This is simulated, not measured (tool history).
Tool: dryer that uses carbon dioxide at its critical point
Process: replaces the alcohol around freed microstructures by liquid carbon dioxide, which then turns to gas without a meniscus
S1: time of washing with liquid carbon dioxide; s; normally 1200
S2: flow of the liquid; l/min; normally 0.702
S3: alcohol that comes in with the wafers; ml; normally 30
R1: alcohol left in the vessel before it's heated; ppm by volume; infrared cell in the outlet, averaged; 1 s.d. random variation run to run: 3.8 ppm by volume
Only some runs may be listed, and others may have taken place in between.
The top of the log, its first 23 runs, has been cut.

run   hour    S1     S2   S3    R1
 24  199.4   960  0.702   24   154
 25  207.4   900  1.093   30    35
 26  214.6   900  1.093   30    37
 27  227.6  1200  1.008   30    19
 28  240.4  1800  0.452  109   352
 29  247.9  1800  0.452   66   218
 30  260.0  1020  1.178   51    21
 31  268.5  1380  0.456   96   950
 32  276.3  1380  0.456   96   973
 33  284.7  1380  0.456   96   982
 34  291.0  1380  0.456   96   986
 35  298.9   780  1.049   41   108
 36  312.2   780  1.049   41   123
 37  324.6   780  1.049   41   115
 38  332.6  1440  0.723   21    38
 39  342.2  1440  0.723   21    37
 40  353.9   900  0.433   62  2896
     358.5  -- inlet filter changed
 41  367.5  1200  0.586   50   230
 42  378.9   720  1.092   28    74
 43  388.2   720  1.092   28    72
 44  401.6   720  1.092   28    73

Expected results for the next run?
 45  411.6  1740  1.092  22   ?

Run 45 measured R1 21 ppm by volume.
Had the tool carried no hidden state, the very same run would have given R1 0 ppm by volume.
